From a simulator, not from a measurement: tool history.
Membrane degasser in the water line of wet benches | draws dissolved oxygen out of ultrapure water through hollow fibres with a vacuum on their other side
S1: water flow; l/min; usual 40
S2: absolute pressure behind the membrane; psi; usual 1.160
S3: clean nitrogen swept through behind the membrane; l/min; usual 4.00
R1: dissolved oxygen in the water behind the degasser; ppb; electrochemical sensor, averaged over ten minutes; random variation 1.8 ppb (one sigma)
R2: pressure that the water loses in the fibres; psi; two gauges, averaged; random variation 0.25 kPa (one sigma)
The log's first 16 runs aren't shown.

Run 17, hour 666.3: usual settings but S1 35 l/min. Result: R1 145.6 ppb, R2 8.543 psi.
Run 18, hour 696.4: usual settings but S1 31 l/min, S3 4.58 l/min. Result: R1 105.8 ppb, R2 7.588 psi.
Run 19, hour 740.3: usual settings but S1 31 l/min, S3 4.58 l/min. Result: R1 106.5 ppb, R2 7.668 psi.
Run 20, hour 795.6: usual settings but S1 51 l/min, S2 2.186 psi, S3 4.84 l/min. Result: R1 445.9 ppb, R2 12.553 psi.
At hour 799.9: vacuum gauge calibrated.
Run 21, hour 831.8: usual settings but S1 34 l/min, S2 0.848 psi, S3 3.43 l/min. Result: R1 106.4 ppb, R2 8.345 psi.
Run 22, hour 869.3: usual settings but S1 34 l/min, S2 0.848 psi, S3 3.43 l/min. Result: R1 105.7 ppb, R2 8.408 psi.
Run 23, hour 923.7: usual settings but S1 42 l/min, S2 1.079 psi, S3 3.45 l/min. Result: R1 219.1 ppb, R2 10.290 psi.
Run 24, hour 966.9: usual settings but S2 1.311 psi, S3 8.12 l/min. Result: R1 148.7 ppb, R2 9.768 psi.
At hour 997.3: seals of the vacuum lines changed.
Run 25, hour 997.3: usual settings but S1 46 l/min, S2 1.162 psi, S3 7.89 l/min. Result: R1 197.7 ppb, R2 11.317 psi.
Run 26, hour 1040.1: usual settings but S1 34 l/min, S2 0.761 psi. Result: R1 84.7 ppb, R2 8.311 psi.
Run 27, hour 1095.4: usual settings but S1 58 l/min, S3 10.88 l/min. Result: R1 319.6 ppb, R2 14.275 psi.
At hour 1106.0: vacuum gauge calibrated, once more.
Run 28, hour 1126.6: usual settings but S1 58 l/min, S3 10.88 l/min. Result: R1 322.0 ppb, R2 14.273 psi.
Run 29, hour 1164.8: usual settings but S1 58 l/min, S3 10.88 l/min. Result: R1 316.5 ppb, R2 14.320 psi.
Run 30, hour 1189.8: usual settings but S2 2.717 psi, S3 7.28 l/min. Result: R1 273.0 ppb, R2 9.877 psi.
Run 31, hour 1219.8: usual settings but S1 43 l/min, S2 2.260 psi, S3 1.60 l/min. Result: R1 753.7 ppb, R2 10.556 psi.

4 ways to go on from here, each from the tool as it stands after run 31. What would each give?
Run A, hour 1259.1: usual settings but S1 41 l/min, S2 1.175 psi. Result: R1 ?, R2 ?.
Run B, hour 1259.1: usual settings but S1 51 l/min, S3 1.63 l/min. Result: R1 ?, R2 ?.
Run C, hour 1259.1: usual settings but S1 38 l/min. Result: R1 ?, R2 ?.
Run D, hour 1259.1: usual settings but S1 35 l/min, S2 1.279 psi, S3 6.54 l/min. Result: R1 ?, R2 ?.

run     R1      R2
  A  196.9  10.093
  B  466.6  12.614
  C  167.0   9.400
  D  116.0   8.679
Without the tool's hidden state the same runs would have given:
run     R1      R2
  A  190.4   9.929
  B  455.3  12.409
  C  161.7   9.248
  D  112.0   8.538

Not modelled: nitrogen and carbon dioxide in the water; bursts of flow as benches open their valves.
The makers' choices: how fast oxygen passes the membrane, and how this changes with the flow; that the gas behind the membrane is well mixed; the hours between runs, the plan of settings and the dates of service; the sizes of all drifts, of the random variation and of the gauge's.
